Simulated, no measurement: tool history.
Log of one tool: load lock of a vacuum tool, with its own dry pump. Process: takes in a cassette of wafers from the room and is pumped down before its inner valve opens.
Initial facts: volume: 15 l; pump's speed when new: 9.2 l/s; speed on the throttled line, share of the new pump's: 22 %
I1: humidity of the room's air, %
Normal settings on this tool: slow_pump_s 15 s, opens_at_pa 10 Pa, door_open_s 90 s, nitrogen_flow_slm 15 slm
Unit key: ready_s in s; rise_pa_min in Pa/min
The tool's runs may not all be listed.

Run 1, day 0: usual settings; I1 47. Result: ready_s 27.9 s, rise_pa_min 0.084 Pa/min.
Run 2, day 11.033: usual settings; I1 47. Result: ready_s 28.3 s, rise_pa_min 0.091 Pa/min.
Run 3, day 29.375: usual settings but nitrogen_flow_slm 36 slm; I1 46.8. Result: ready_s 27.6 s, rise_pa_min 0.068 Pa/min.
Run 4, day 47.762: usual settings but nitrogen_flow_slm 36 slm; I1 47.4. Result: ready_s 27.6 s, rise_pa_min 0.075 Pa/min.
Run 5, day 65.662: usual settings but nitrogen_flow_slm 36 slm; I1 46. Result: ready_s 28.7 s, rise_pa_min 0.081 Pa/min.
Run 6, day 78.188: usual settings but nitrogen_flow_slm 36 slm; I1 47.1. Result: ready_s 28.3 s, rise_pa_min 0.091 Pa/min.
Run 7, day 91.417: usual settings; I1 47. Result: ready_s 28.2 s, rise_pa_min 0.118 Pa/min.
Run 8, day 110.942: usual settings; I1 41.9. Result: ready_s 28.4 s, rise_pa_min 0.114 Pa/min.
Run 9, day 129.375: usual settings; I1 45.9. Result: ready_s 28.7 s, rise_pa_min 0.128 Pa/min.
Run 10, day 138.279: usual settings; I1 45.3. Result: ready_s 29 s, rise_pa_min 0.126 Pa/min.
Run 11, day 157.004: usual settings but door_open_s 35 s; I1 48.2. Result: ready_s 29.3 s, rise_pa_min 0.129 Pa/min.
Run 12, day 170.921: usual settings; I1 44.6. Result: ready_s 28.6 s, rise_pa_min 0.157 Pa/min.
Run 13, day 186.675: usual settings but opens_at_pa 11 Pa; I1 46.1. Result: ready_s 28.9 s, rise_pa_min 0.16 Pa/min.
Run 14, day 200.2: usual settings but opens_at_pa 18 Pa; I1 44.6. Result: ready_s 27.5 s, rise_pa_min 0.165 Pa/min.
Run 15, day 213.146: usual settings but opens_at_pa 18 Pa; I1 45.8. Result: ready_s 27.7 s, rise_pa_min 0.172 Pa/min.
Run 16, day 227.988: usual settings but door_open_s 126 s; I1 42.6. Result: ready_s 29.3 s, rise_pa_min 0.186 Pa/min.
Run 17, day 241.688: usual settings but door_open_s 126 s; I1 46.3. Result: ready_s 29.9 s, rise_pa_min 0.197 Pa/min.
Run 18, day 255.592: usual settings but nitrogen_flow_slm 5 slm; I1 42.2. Result: ready_s 29.6 s, rise_pa_min 0.217 Pa/min.
Run 19, day 264.85: usual settings but slow_pump_s 9 s; I1 48.3. Result: ready_s 25.4 s, rise_pa_min 0.21 Pa/min.
Run 20, day 277.796: usual settings but opens_at_pa 12 Pa, door_open_s 110 s, nitrogen_flow_slm 18 slm; I1 49.2. Result: ready_s 29.7 s, rise_pa_min 0.223 Pa/min.
At day 286.321: dry pump taken out, an overhauled one fitted.
Run 21, day 291.646: usual settings but opens_at_pa 12 Pa, door_open_s 110 s, nitrogen_flow_slm 18 slm; I1 46.9. Result: ready_s 26.9 s, rise_pa_min 0.223 Pa/min.
Run 22, day 308.938: usual settings but opens_at_pa 12 Pa, door_open_s 110 s, nitrogen_flow_slm 18 slm; I1 45.7. Result: ready_s 26.2 s, rise_pa_min 0.229 Pa/min.
Run 23, day 316.979: usual settings but opens_at_pa 7 Pa, door_open_s 110 s, nitrogen_flow_slm 18 slm; I1 47.7. Result: ready_s 28 s, rise_pa_min 0.242 Pa/min.
Run 24, day 325.829: usual settings but opens_at_pa 7 Pa, door_open_s 110 s, nitrogen_flow_slm 18 slm; I1 46.8. Result: ready_s 28 s, rise_pa_min 0.243 Pa/min.
Run 25, day 337.917: usual settings; I1 45.7. Result: ready_s 27.1 s, rise_pa_min 0.254 Pa/min.
Run 26, day 356.562: usual settings but slow_pump_s 18 s, opens_at_pa 12 Pa, door_open_s 221 s, nitrogen_flow_slm 5 slm; I1 42.2. Result: ready_s 28.9 s, rise_pa_min 0.307 Pa/min.
Run 27, day 365.746: usual settings but slow_pump_s 18 s, opens_at_pa 12 Pa, door_open_s 187 s, nitrogen_flow_slm 12 slm; I1 44.4. Result: ready_s 29.2 s, rise_pa_min 0.298 Pa/min.
Run 28, day 378.696: usual settings but door_open_s 180 s; I1 43. Result: ready_s 26.8 s, rise_pa_min 0.296 Pa/min.
Run 29, day 394.192: usual settings but opens_at_pa 19 Pa; I1 46.9. Result: ready_s 26.6 s, rise_pa_min 0.296 Pa/min.
Run 30, day 408.983: usual settings but opens_at_pa 18 Pa; I1 46.9. Result: ready_s 26.5 s, rise_pa_min 0.314 Pa/min.
Run 31, day 421.229: usual settings but opens_at_pa 18 Pa; I1 46.3. Result: ready_s 26.6 s, rise_pa_min 0.323 Pa/min.
Run 32, day 434.171: usual settings but opens_at_pa 18 Pa; I1 45.6. Result: ready_s 26.8 s, rise_pa_min 0.325 Pa/min.
Run 33, day 445.333: usual settings but slow_pump_s 13 s, door_open_s 69 s, nitrogen_flow_slm 6 slm; I1 44.6. Result: ready_s 26 s, rise_pa_min 0.348 Pa/min.
Run 34, day 455.133: usual settings but slow_pump_s 13 s, door_open_s 69 s, nitrogen_flow_slm 6 slm; I1 40.6. Result: ready_s 26.3 s, rise_pa_min 0.343 Pa/min.
Run 35, day 470.412: usual settings but slow_pump_s 13 s, door_open_s 69 s, nitrogen_flow_slm 6 slm; I1 43.2. Result: ready_s 27.4 s, rise_pa_min 0.369 Pa/min.
Run 36, day 479.875: usual settings but slow_pump_s 26 s, nitrogen_flow_slm 23 slm; I1 45.6. Result: ready_s 35.9 s, rise_pa_min 0.359 Pa/min.

Difference, measured minus no-hidden-state, one row per run. Run-to-run variation is common to both terms; the gauge's own scatter need not be:
What the log doesn't record here: pump's speed, % of a new pump's; leak at the door's seal, Pa l/s; drift of the gauge itself on ready_s, %; drift of the gauge itself on rise_pa_min, %.
run  ready_s  rise_pa_min
  1     +0.9       +0.009
  2       +1       +0.012
  3     +1.1       +0.018
  4     +1.3       +0.023
  5     +1.5        +0.03
  6     +1.5       +0.034
  7     +1.6        +0.04
  8     +1.7       +0.047
  9     +1.8       +0.056
 10     +1.9       +0.058
 11     +2.1        +0.07
 12     +2.2       +0.078
 13     +2.3       +0.085
 14     +2.2       +0.092
 15     +2.3       +0.099
 16     +2.6       +0.109
 17     +2.7       +0.116
 18     +2.9       +0.126
 19     +3.3       +0.132
 20       +3       +0.141
 21     +0.2       +0.147
 22     +0.2       +0.157
 23     +0.3       +0.169
 24     +0.4       +0.173
 25     +0.5        +0.18
 26     +0.6       +0.195
 27     +0.6         +0.2
 28     +0.7        +0.21
 29     +0.8       +0.225
 30     +0.8        +0.24
 31       +1       +0.248
 32       +1       +0.254
 33     +1.3       +0.265
 34     +1.3       +0.273
 35     +1.4       +0.285
 36     +1.1       +0.295

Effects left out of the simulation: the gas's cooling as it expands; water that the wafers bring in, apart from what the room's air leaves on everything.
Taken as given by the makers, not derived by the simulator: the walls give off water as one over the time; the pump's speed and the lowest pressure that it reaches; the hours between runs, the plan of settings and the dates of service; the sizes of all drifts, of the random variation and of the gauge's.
